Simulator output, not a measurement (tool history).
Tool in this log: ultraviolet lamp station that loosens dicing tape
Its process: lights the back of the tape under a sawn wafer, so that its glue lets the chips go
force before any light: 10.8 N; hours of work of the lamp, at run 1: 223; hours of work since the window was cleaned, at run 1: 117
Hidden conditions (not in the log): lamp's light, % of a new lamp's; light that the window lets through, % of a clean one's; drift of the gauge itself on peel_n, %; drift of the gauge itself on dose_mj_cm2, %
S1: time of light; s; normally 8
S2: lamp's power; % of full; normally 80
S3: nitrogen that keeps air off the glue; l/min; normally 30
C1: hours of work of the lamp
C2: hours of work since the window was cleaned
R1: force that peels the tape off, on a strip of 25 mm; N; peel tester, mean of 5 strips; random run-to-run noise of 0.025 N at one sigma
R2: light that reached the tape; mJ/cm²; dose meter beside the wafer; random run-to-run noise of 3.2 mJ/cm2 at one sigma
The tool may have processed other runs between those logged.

run   hour  S1  S2  S3   C1   C2     R1   R2
  1      0   8  80  30  223  117  1.465  452
  2    7.2   8  80  30  228  122  1.521  455
  3   12.7   8  80  30  232  126  1.513  454
  4   20.2   8  80  30  238  131  1.522  447
  5     28   8  92  30  243  137  1.181  510
  6   34.8   8  92  30  248  141  1.206  514
  7   39.9   8  92  30  252  145  1.202  512
      41.1  -- window cleaned of glue's vapour
  8   45.6   8  82  30  255    3   1.54  445
  9   50.3  13  80  30  259    7  0.561  705
 10   58.7  13  80  30  265   13  0.548  692
 11     65  13  80  30  269   17  0.578  702
 12   69.8   4  80   9  273   20  5.615  212
 13   76.3  12  75  20  277   25  1.012  600
      78.7  -- window cleaned of glue's vapour, once more
 14   81.2   9  92  46  280    2  0.692  594
 15   89.7   9  92  46  286    8  0.666  593
 16   93.6   4  80  30  289   11  3.889  226
 17     99   4  80  30  293   14   3.91  227
 18  108.1   5  63  21  300   21  4.258  227
 19    116  16  80  48  305   27  0.224  908

What if the next run were any one of these 5? Each begins from the tool's condition after run 19:
  A  124.5  14  80  48  311  33   ?   ?
  B  124.5  13  80  17  311  33   ?   ?
  C  124.5   8  80  59  311  33   ?   ?
  D  124.5   4  80  48  311  33   ?   ?
  E  124.5   8  96  30  311  33   ?   ?

run     R1   R2
  A    0.3  799
  B  0.669  749
  C  1.124  460
  D  3.449  227
  E  1.041  546
With the hidden condition removed and each run's random variation left untouched, the same runs would have given:
run     R1   R2
  A  0.236  873
  B  0.534  818
  C  0.926  502
  D  3.117  248
  E  0.851  596
